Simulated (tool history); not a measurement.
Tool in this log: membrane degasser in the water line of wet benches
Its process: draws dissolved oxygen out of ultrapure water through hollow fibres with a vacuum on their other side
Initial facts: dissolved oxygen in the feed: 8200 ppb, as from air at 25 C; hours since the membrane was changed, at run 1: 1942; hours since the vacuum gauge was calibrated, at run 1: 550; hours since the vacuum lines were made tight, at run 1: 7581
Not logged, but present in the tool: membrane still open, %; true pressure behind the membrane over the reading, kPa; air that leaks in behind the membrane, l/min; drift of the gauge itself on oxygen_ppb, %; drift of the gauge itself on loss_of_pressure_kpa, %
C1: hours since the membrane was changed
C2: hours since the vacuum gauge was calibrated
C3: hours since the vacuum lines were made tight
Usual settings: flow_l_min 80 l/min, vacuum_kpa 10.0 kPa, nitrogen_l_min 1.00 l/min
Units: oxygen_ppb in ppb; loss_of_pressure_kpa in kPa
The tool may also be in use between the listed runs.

{"run": 1, "hour": 0.0, "flow_l_min": 80, "vacuum_kpa": 10.0, "nitrogen_l_min": 1.0, "C1": 1942, "C2": 550, "C3": 7581, "oxygen_ppb": 846.8, "loss_of_pressure_kpa": 42.66}
{"run": 2, "hour": 38.9, "flow_l_min": 80, "vacuum_kpa": 10.0, "nitrogen_l_min": 1.0, "C1": 1981, "C2": 589, "C3": 7620, "oxygen_ppb": 845.1, "loss_of_pressure_kpa": 42.63}
{"run": 3, "hour": 80.2, "flow_l_min": 80, "vacuum_kpa": 10.0, "nitrogen_l_min": 1.0, "C1": 2022, "C2": 630, "C3": 7661, "oxygen_ppb": 842.4, "loss_of_pressure_kpa": 42.94}
{"run": 4, "hour": 112.0, "flow_l_min": 80, "vacuum_kpa": 10.0, "nitrogen_l_min": 1.0, "C1": 2054, "C2": 662, "C3": 7693, "oxygen_ppb": 841.3, "loss_of_pressure_kpa": 42.87}
{"run": 5, "hour": 153.9, "flow_l_min": 80, "vacuum_kpa": 10.0, "nitrogen_l_min": 1.0, "C1": 2096, "C2": 704, "C3": 7735, "oxygen_ppb": 840.3, "loss_of_pressure_kpa": 42.24}
{"run": 6, "hour": 197.8, "flow_l_min": 55, "vacuum_kpa": 16.4, "nitrogen_l_min": 1.0, "C1": 2140, "C2": 748, "C3": 7779, "oxygen_ppb": 1203.5, "loss_of_pressure_kpa": 28.76}
{"run": 7, "hour": 225.6, "flow_l_min": 80, "vacuum_kpa": 10.0, "nitrogen_l_min": 0.66, "C1": 2167, "C2": 776, "C3": 7807, "oxygen_ppb": 1083.3, "loss_of_pressure_kpa": 42.35}
{"run": 8, "hour": 249.7, "flow_l_min": 101, "vacuum_kpa": 24.3, "nitrogen_l_min": 0.49, "C1": 2192, "C2": 800, "C3": 7831, "oxygen_ppb": 3574.4, "loss_of_pressure_kpa": 53.25}

What will run 9 give?
{"run": 9, "hour": 291.8, "flow_l_min": 80, "vacuum_kpa": 19.0, "nitrogen_l_min": 1.4, "C1": 2234, "C2": 842, "C3": 7873, "oxygen_ppb": "?", "loss_of_pressure_kpa": "?"}

Run 9 yielded oxygen_ppb 1446.0 ppb, loss_of_pressure_kpa 42.28 kPa.
Were there no unlogged condition in the tool, this run, its random variation unchanged, would have produced oxygen_ppb 1446.1 ppb, loss_of_pressure_kpa 42.99 kPa.
